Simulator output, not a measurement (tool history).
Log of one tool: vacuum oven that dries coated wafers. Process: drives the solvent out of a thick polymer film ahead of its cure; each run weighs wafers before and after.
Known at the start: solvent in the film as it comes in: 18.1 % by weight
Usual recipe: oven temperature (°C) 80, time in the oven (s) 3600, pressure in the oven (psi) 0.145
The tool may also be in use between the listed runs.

run	day	oven temperature (°C)	time in the oven (s)	pressure in the oven (psi)	solvent left in the film (%)
1	0.000	80	3600	0.145	1.26
2	1.412	80	3600	0.145	1.14
3	2.562	80	3600	0.145	1.21
4	3.358	80	3600	0.145	1.25
5	4.367	80	3600	0.145	1.16
6	5.742	80	3600	0.145	1.35
7	7.212	90	4680	0.145	0.43
8	7.946	79	1860	0.463	4.83
9	8.550	74	2100	0.463	6.11
10	9.742	74	2100	0.463	5.98
11	10.617	82	2100	0.107	2.15
12	11.438	82	2340	0.125	1.85

Alternative continuations, all from the tool just after run 12; predict every row:
A	12.783	89	2340	0.238	?
B	12.783	80	2580	0.145	?
C	12.783	80	3900	0.145	?
D	12.783	75	3600	0.370	?

run	solvent left in the film (%)
A	1.13
B	2.01
C	1.19
D	3.24
What these runs would have given with no unlogged condition in the tool:
run	solvent left in the film (%)
A	1.42
B	2.59
C	1.51
D	3.92
